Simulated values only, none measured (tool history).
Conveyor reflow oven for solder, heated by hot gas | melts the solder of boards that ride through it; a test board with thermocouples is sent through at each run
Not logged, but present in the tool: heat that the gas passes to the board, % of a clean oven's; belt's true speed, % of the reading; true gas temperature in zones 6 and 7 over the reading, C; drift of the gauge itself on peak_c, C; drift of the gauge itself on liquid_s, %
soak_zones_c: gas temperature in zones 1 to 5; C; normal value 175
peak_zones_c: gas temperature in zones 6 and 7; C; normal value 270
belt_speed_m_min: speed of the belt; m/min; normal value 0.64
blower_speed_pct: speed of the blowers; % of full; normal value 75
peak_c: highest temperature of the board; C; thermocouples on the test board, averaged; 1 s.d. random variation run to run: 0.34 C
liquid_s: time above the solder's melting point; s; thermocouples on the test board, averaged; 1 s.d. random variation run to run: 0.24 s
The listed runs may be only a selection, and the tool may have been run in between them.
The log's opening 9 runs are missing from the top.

run   hour  soak_zones_c  peak_zones_c  belt_speed_m_min  blower_speed_pct  hours of work since the flux was cleaned out  hours of work since the belt drive was overhauled  hours of work since the thermocouples were changed  peak_c  liquid_s
     243.8  -- flux residue cleaned out of gas plates and filters
 10    269           175           265              0.64                75                                            13                                                613                                                 448     248      54.5
 11  294.7           175           270              0.64                75                                            27                                                627                                                 462   252.8      57.5
 12  325.5           175           270              0.64                75                                            44                                                643                                                 478   252.8      57.3
 13    351           175           270              0.64                75                                            57                                                657                                                 492   252.2      57.3
 14  397.9           175           270              0.64                75                                            82                                                682                                                 517   252.5      57.2
 15  420.1           164           270              0.64                75                                            94                                                694                                                 529   249.7      51.5
 16  460.5           175           277              0.64                75                                           116                                                715                                                 550   257.7      61.1
     496.1  -- flux residue cleaned out of gas plates and filters, once more
 17  504.4           167           270              0.64                75                                             4                                                736                                                 571   256.9      58.9
 18  535.5           167           270             0.666                84                                            21                                                753                                                 587   256.6      56.9
 19  561.5           167           270             0.666                84                                            35                                                766                                                 601     257      57.2
 20  604.1           167           270             0.666                84                                            58                                                789                                                 624   256.4      57.1
 21    634           182           271              0.64                79                                            74                                                805                                                 640   259.4      66.2
 22  661.3           182           271              0.64                79                                            88                                                820                                                 655     260      65.7
 23  696.9           170           272             0.767                75                                           107                                                839                                                 673   251.7      45.9
 24  732.4           175           260             0.744                89                                           126                                                858                                                 692   246.2      46.6
 25  752.3           175           260             0.744                89                                           137                                                868                                                 703   245.1      45.7
 26    794           175           260             0.744                89                                           159                                                890                                                 725   245.3      45.9
 27    841           165           270             0.636                75                                           184                                                915                                                 750   254.7      57.2
 28  886.3           165           270             0.636                75                                           208                                                940                                                 774   254.9      57.2
 29  926.8           165           265             0.636                75                                           230                                                961                                                 796   249.8      53.6
 30  946.3           165           265             0.636                75                                           240                                                972                                                 807   249.5      54.1
 31  993.5           184           277             0.636                75                                           265                                                997                                                 832   263.4      68.6

Below are 3 alternative next runs, each starting from the tool's condition after run 31. Predict each:
  A  1021.8           177           270              0.64                53                                           280                                               1012                                                 847       ?         ?
  B  1021.8           172           273             0.636                81                                           280                                               1012                                                 847       ?         ?
  C  1021.8           184           258             0.562                75                                           280                                               1012                                                 847       ?         ?

run  peak_c  liquid_s
  A   251.1      57.3
  B     259      62.1
  C   248.6      69.2
The same runs, with their run-to-run variation unchanged, on a tool lacking any hidden condition would have given:
run  peak_c  liquid_s
  A   253.6      58.1
  B   262.2      62.7
  C     251      69.9

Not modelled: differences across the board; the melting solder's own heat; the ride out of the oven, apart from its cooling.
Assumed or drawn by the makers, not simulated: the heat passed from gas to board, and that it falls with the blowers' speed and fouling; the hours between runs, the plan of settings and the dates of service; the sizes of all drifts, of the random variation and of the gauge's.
